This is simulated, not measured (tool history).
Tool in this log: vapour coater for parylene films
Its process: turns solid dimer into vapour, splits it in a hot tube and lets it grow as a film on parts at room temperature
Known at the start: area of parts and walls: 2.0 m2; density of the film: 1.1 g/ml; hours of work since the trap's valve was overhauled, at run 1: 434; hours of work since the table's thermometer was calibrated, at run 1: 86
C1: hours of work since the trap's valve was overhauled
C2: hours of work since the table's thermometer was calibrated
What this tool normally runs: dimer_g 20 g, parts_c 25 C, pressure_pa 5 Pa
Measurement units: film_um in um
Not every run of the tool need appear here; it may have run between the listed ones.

run 1 hour=0 | dimer_g=20 parts_c=25 pressure_pa=5 | C1=434 C2=86 | film_um=6.11
run 2 hour=15.5 | dimer_g=20 parts_c=25 pressure_pa=5 | C1=442 C2=94 | film_um=6.14
run 3 hour=22.9 | dimer_g=20 parts_c=25 pressure_pa=5 | C1=446 C2=98 | film_um=6.12
run 4 hour=35.2 | dimer_g=20 parts_c=25 pressure_pa=9.87 | C1=453 C2=105 | film_um=5.88
run 5 hour=46.7 | dimer_g=20 parts_c=25 pressure_pa=8.36 | C1=459 C2=111 | film_um=5.91
run 6 hour=61.1 | dimer_g=20 parts_c=25 pressure_pa=8.36 | C1=467 C2=118 | film_um=5.94
run 7 hour=70.2 | dimer_g=20 parts_c=25 pressure_pa=5 | C1=472 C2=123 | film_um=6.13
-- hour=75 trap's valve overhauled
run 8 hour=87.8 | dimer_g=20 parts_c=25 pressure_pa=5 | C1=7 C2=131 | film_um=5.93
run 9 hour=94.6 | dimer_g=20 parts_c=25 pressure_pa=5 | C1=10 C2=134 | film_um=5.95
run 10 hour=109.4 | dimer_g=20 parts_c=25 pressure_pa=5 | C1=18 C2=142 | film_um=5.9
run 11 hour=116.2 | dimer_g=20 parts_c=25 pressure_pa=5 | C1=22 C2=146 | film_um=5.88
-- hour=122.4 trap's valve overhauled, once more
run 12 hour=132.5 | dimer_g=20 parts_c=25 pressure_pa=5 | C1=5 C2=152 | film_um=6.38
run 13 hour=148.2 | dimer_g=20 parts_c=25 pressure_pa=5 | C1=14 C2=161 | film_um=6.4
run 14 hour=159.2 | dimer_g=8 parts_c=29 pressure_pa=6.95 | C1=20 C2=167 | film_um=2.17
run 15 hour=170.1 | dimer_g=8 parts_c=29 pressure_pa=6.95 | C1=25 C2=172 | film_um=2.18
run 16 hour=177.3 | dimer_g=8 parts_c=29 pressure_pa=6.95 | C1=29 C2=176 | film_um=2.18
run 17 hour=192.5 | dimer_g=8 parts_c=29 pressure_pa=6.95 | C1=37 C2=184 | film_um=2.17
run 18 hour=208.9 | dimer_g=33 parts_c=24 pressure_pa=6.92 | C1=46 C2=193 | film_um=10.62
run 19 hour=221.6 | dimer_g=33 parts_c=18 pressure_pa=6.46 | C1=53 C2=200 | film_um=13.36
run 20 hour=230.3 | dimer_g=33 parts_c=33 pressure_pa=8.93 | C1=58 C2=205 | film_um=7.69
run 21 hour=240.9 | dimer_g=33 parts_c=33 pressure_pa=8.93 | C1=63 C2=210 | film_um=7.72
run 22 hour=251.6 | dimer_g=33 parts_c=33 pressure_pa=8.93 | C1=69 C2=216 | film_um=7.74
run 23 hour=261.6 | dimer_g=33 parts_c=33 pressure_pa=8.93 | C1=74 C2=221 | film_um=7.65

Predict each of these 4 candidate next runs independently; none follows another, all start after run 23:
run A hour=275.5 | dimer_g=13 parts_c=33 pressure_pa=6.62 | C1=82 C2=229 | film_um=?
run B hour=275.5 | dimer_g=13 parts_c=33 pressure_pa=2.31 | C1=82 C2=229 | film_um=?
run C hour=275.5 | dimer_g=13 parts_c=17 pressure_pa=10.67 | C1=82 C2=229 | film_um=?
run D hour=275.5 | dimer_g=9 parts_c=35 pressure_pa=8.93 | C1=82 C2=229 | film_um=?

run=A film_um=3.08
run=B film_um=3.3
run=C film_um=5.21
run=D film_um=1.94
The same runs, with their run-to-run variation unchanged, on a tool lacking any hidden condition would have given:
run=A film_um=3.1
run=B film_um=3.32
run=C film_um=5.25
run=D film_um=1.95

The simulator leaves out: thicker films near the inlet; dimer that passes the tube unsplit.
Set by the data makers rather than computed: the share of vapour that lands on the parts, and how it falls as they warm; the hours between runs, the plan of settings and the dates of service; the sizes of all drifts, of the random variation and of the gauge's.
